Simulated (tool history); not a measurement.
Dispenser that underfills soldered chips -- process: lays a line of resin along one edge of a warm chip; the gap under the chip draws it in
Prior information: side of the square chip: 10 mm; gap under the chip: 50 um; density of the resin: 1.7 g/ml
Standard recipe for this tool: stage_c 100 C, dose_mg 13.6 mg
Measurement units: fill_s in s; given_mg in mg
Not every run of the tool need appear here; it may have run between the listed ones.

run	hour	stage_c	dose_mg	fill_s	given_mg
1	0.0	100	13.6	217.8	13.54
# hour 4.2: new syringe of resin
2	8.3	100	13.6	184.0	13.41
3	17.8	100	17.0	232.3	16.80
# hour 18.7: new syringe of resin
4	23.3	100	17.0	180.3	16.63
5	28.6	92	13.6	277.2	13.41
# hour 33.2: new syringe of resin
6	35.6	111	13.6	121.5	13.20
7	44.3	100	13.6	216.4	13.41
# hour 47.6: new syringe of resin
8	54.4	111	13.6	139.3	13.33
9	59.0	111	13.6	155.0	13.31
# hour 62.6: new syringe of resin
10	66.6	100	13.3	183.4	12.91
11	75.6	100	13.3	235.6	13.07
# hour 77.3: new syringe of resin
12	84.1	100	13.3	203.0	12.77
13	90.3	100	13.3	237.3	12.73
# hour 91.8: new syringe of resin
14	97.8	93	13.6	243.8	13.16
15	103.3	108	13.6	172.0	13.10

What does the tool deliver on the next run?
# hour 106.6: new syringe of resin
16	112.2	108	13.6	?	?

fill_s: 150.4 s
given_mg: 12.94 mg
Without the tool's hidden state the same run would have given fill_s 125.0 s, given_mg 13.53 mg.

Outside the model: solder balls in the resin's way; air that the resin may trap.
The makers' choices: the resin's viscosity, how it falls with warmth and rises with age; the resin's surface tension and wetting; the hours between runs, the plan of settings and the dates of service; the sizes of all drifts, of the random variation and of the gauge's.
